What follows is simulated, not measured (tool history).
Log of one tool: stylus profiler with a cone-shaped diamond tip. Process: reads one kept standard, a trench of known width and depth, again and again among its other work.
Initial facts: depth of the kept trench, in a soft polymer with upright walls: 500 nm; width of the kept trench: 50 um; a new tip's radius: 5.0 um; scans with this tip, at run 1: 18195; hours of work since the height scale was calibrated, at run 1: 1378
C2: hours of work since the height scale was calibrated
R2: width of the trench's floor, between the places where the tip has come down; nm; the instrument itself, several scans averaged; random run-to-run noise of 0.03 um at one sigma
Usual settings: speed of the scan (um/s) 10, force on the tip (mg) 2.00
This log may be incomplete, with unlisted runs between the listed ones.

run 1 day=0.000 | speed_of_the_scan_(um/s)=10 force_on_the_tip_(mg)=2.00 | scans_with_this_tip=18195 C2=1378 | depth_of_the_trench_(Å)=5068.5 R2=45560
run 2 day=1.958 | speed_of_the_scan_(um/s)=10 force_on_the_tip_(mg)=2.00 | scans_with_this_tip=18691 C2=1416 | depth_of_the_trench_(Å)=5069.5 R2=45610
run 3 day=4.358 | speed_of_the_scan_(um/s)=17 force_on_the_tip_(mg)=2.00 | scans_with_this_tip=19299 C2=1462 | depth_of_the_trench_(Å)=5069.8 R2=45540
run 4 day=6.925 | speed_of_the_scan_(um/s)=17 force_on_the_tip_(mg)=2.00 | scans_with_this_tip=19950 C2=1511 | depth_of_the_trench_(Å)=5068.0 R2=45520
run 5 day=8.988 | speed_of_the_scan_(um/s)=10 force_on_the_tip_(mg)=2.00 | scans_with_this_tip=20472 C2=1551 | depth_of_the_trench_(Å)=5071.3 R2=45650
run 6 day=10.358 | speed_of_the_scan_(um/s)=10 force_on_the_tip_(mg)=0.78 | scans_with_this_tip=20819 C2=1577 | depth_of_the_trench_(Å)=5036.3 R2=45540
run 7 day=12.812 | speed_of_the_scan_(um/s)=12 force_on_the_tip_(mg)=1.93 | scans_with_this_tip=21441 C2=1624 | depth_of_the_trench_(Å)=5068.6 R2=45600
run 8 day=15.108 | speed_of_the_scan_(um/s)=10 force_on_the_tip_(mg)=4.18 | scans_with_this_tip=22022 C2=1668 | depth_of_the_trench_(Å)=5112.1 R2=45580
-- day=16.146 height scale calibrated on a step standard
run 9 day=16.712 | speed_of_the_scan_(um/s)=40 force_on_the_tip_(mg)=1.33 | scans_with_this_tip=22423 C2=11 | depth_of_the_trench_(Å)=5051.0 R2=45460
run 10 day=19.479 | speed_of_the_scan_(um/s)=2 force_on_the_tip_(mg)=1.78 | scans_with_this_tip=23125 C2=64 | depth_of_the_trench_(Å)=5064.0 R2=45570
run 11 day=21.350 | speed_of_the_scan_(um/s)=6 force_on_the_tip_(mg)=1.89 | scans_with_this_tip=23599 C2=100 | depth_of_the_trench_(Å)=5066.1 R2=45560

Consider 3 possible next runs. They are alternatives, not a sequence: every one starts from the tool as it was left by run 11. What does each give?
run A day=22.983 | speed_of_the_scan_(um/s)=5 force_on_the_tip_(mg)=2.16 | scans_with_this_tip=24013 C2=131 | depth_of_the_trench_(Å)=? R2=?
run B day=22.983 | speed_of_the_scan_(um/s)=14 force_on_the_tip_(mg)=2.68 | scans_with_this_tip=24013 C2=131 | depth_of_the_trench_(Å)=? R2=?
run C day=22.983 | speed_of_the_scan_(um/s)=6 force_on_the_tip_(mg)=1.33 | scans_with_this_tip=24013 C2=131 | depth_of_the_trench_(Å)=? R2=?

run=A depth_of_the_trench_(Å)=5070.7 R2=45550
run=B depth_of_the_trench_(Å)=5085.2 R2=45610
run=C depth_of_the_trench_(Å)=5050.5 R2=45560
What these runs would have given with no unlogged condition in the tool:
run=A depth_of_the_trench_(Å)=5070.7 R2=45580
run=B depth_of_the_trench_(Å)=5085.2 R2=45630
run=C depth_of_the_trench_(Å)=5050.5 R2=45590

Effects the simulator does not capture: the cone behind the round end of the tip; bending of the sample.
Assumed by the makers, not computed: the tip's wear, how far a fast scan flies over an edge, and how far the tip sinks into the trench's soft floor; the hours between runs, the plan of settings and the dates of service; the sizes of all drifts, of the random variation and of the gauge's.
